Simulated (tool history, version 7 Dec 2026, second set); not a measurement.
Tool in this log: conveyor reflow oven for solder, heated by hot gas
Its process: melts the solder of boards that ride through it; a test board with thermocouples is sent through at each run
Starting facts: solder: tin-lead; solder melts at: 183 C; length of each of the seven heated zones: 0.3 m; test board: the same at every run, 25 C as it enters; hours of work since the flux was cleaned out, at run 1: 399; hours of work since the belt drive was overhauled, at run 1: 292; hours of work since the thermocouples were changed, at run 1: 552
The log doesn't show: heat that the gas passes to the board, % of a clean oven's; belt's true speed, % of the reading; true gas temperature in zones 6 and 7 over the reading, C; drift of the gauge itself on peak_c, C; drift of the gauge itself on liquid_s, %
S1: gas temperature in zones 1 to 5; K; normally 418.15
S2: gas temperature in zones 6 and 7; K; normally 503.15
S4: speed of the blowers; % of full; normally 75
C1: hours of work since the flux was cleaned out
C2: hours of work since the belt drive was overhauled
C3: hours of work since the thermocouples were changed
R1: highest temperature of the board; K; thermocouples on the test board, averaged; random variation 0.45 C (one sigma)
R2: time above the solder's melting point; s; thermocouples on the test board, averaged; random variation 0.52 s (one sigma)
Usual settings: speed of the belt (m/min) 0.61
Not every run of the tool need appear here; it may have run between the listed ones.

{"run": 1, "hour": 0.0, "S1": 418.15, "S2": 503.15, "speed of the belt (m/min)": 0.61, "S4": 75, "C1": 399, "C2": 292, "C3": 552, "R1": 483.45, "R2": 40.1}
{"run": 2, "hour": 61.6, "S1": 418.15, "S2": 503.15, "speed of the belt (m/min)": 0.61, "S4": 51, "C1": 428, "C2": 321, "C3": 582, "R1": 475.65, "R2": 32.5}
{"run": 3, "hour": 137.0, "S1": 418.15, "S2": 503.15, "speed of the belt (m/min)": 0.61, "S4": 51, "C1": 464, "C2": 357, "C3": 618, "R1": 476.25, "R2": 32.3}
{"hour": 165.0, "done": "flux residue cleaned out of gas plates and filters"}
{"run": 4, "hour": 192.6, "S1": 418.15, "S2": 503.15, "speed of the belt (m/min)": 0.61, "S4": 51, "C1": 13, "C2": 381, "C3": 642, "R1": 479.05, "R2": 36.9}
{"run": 5, "hour": 241.8, "S1": 418.15, "S2": 503.15, "speed of the belt (m/min)": 0.693, "S4": 51, "C1": 37, "C2": 405, "C3": 665, "R1": 475.65, "R2": 26.6}
{"run": 6, "hour": 310.4, "S1": 418.15, "S2": 503.15, "speed of the belt (m/min)": 0.693, "S4": 51, "C1": 69, "C2": 438, "C3": 698, "R1": 474.05, "R2": 27.2}
{"run": 7, "hour": 382.5, "S1": 418.15, "S2": 503.15, "speed of the belt (m/min)": 0.61, "S4": 75, "C1": 104, "C2": 472, "C3": 732, "R1": 485.85, "R2": 43.4}
{"run": 8, "hour": 419.3, "S1": 418.15, "S2": 503.15, "speed of the belt (m/min)": 0.61, "S4": 75, "C1": 121, "C2": 490, "C3": 750, "R1": 486.25, "R2": 43.8}
{"run": 9, "hour": 491.8, "S1": 418.15, "S2": 503.15, "speed of the belt (m/min)": 0.61, "S4": 75, "C1": 156, "C2": 524, "C3": 785, "R1": 485.05, "R2": 42.4}
{"run": 10, "hour": 554.6, "S1": 406.15, "S2": 499.15, "speed of the belt (m/min)": 0.661, "S4": 74, "C1": 186, "C2": 554, "C3": 815, "R1": 476.85, "R2": 29.1}
{"run": 11, "hour": 613.8, "S1": 420.15, "S2": 499.15, "speed of the belt (m/min)": 0.661, "S4": 74, "C1": 214, "C2": 583, "C3": 843, "R1": 479.35, "R2": 35}
{"run": 12, "hour": 680.7, "S1": 418.15, "S2": 503.15, "speed of the belt (m/min)": 0.522, "S4": 51, "C1": 246, "C2": 615, "C3": 875, "R1": 482.55, "R2": 47.9}
{"run": 13, "hour": 731.8, "S1": 418.15, "S2": 503.15, "speed of the belt (m/min)": 0.522, "S4": 51, "C1": 271, "C2": 639, "C3": 899, "R1": 483.15, "R2": 47}
{"run": 14, "hour": 795.5, "S1": 418.15, "S2": 503.15, "speed of the belt (m/min)": 0.522, "S4": 51, "C1": 301, "C2": 669, "C3": 930, "R1": 482.35, "R2": 47.7}
{"run": 15, "hour": 840.8, "S1": 418.15, "S2": 509.15, "speed of the belt (m/min)": 0.591, "S4": 75, "C1": 323, "C2": 691, "C3": 951, "R1": 489.35, "R2": 46.5}
{"run": 16, "hour": 887.1, "S1": 426.15, "S2": 503.15, "speed of the belt (m/min)": 0.61, "S4": 52, "C1": 345, "C2": 713, "C3": 974, "R1": 478.95, "R2": 38.5}
{"run": 17, "hour": 943.5, "S1": 426.15, "S2": 503.15, "speed of the belt (m/min)": 0.61, "S4": 52, "C1": 372, "C2": 740, "C3": 1000, "R1": 478.15, "R2": 38.3}
{"run": 18, "hour": 1012.4, "S1": 404.15, "S2": 503.15, "speed of the belt (m/min)": 0.61, "S4": 52, "C1": 405, "C2": 773, "C3": 1033, "R1": 471.85, "R2": 25.7}

Below are 4 alternative next runs, each starting from the tool's condition after run 18. Predict each:
{"run": "A", "hour": 1080.3, "S1": 431.15, "S2": 503.15, "speed of the belt (m/min)": 0.677, "S4": 71, "C1": 437, "C2": 805, "C3": 1066, "R1": "?", "R2": "?"}
{"run": "B", "hour": 1080.3, "S1": 418.15, "S2": 497.15, "speed of the belt (m/min)": 0.593, "S4": 70, "C1": 437, "C2": 805, "C3": 1066, "R1": "?", "R2": "?"}
{"run": "C", "hour": 1080.3, "S1": 421.15, "S2": 503.15, "speed of the belt (m/min)": 0.61, "S4": 52, "C1": 437, "C2": 805, "C3": 1066, "R1": "?", "R2": "?"}
{"run": "D", "hour": 1080.3, "S1": 404.15, "S2": 510.15, "speed of the belt (m/min)": 0.61, "S4": 59, "C1": 437, "C2": 805, "C3": 1066, "R1": "?", "R2": "?"}

run=A R1=480.95 R2=38.8
run=B R1=477.55 R2=36.6
run=C R1=475.95 R2=35.1
run=D R1=479.95 R2=34.2
What these runs would have given with no unlogged condition in the tool:
run=A R1=486.85 R2=43.3
run=B R1=483.25 R2=42.3
run=C R1=481.25 R2=40.4
run=D R1=486.45 R2=39.6
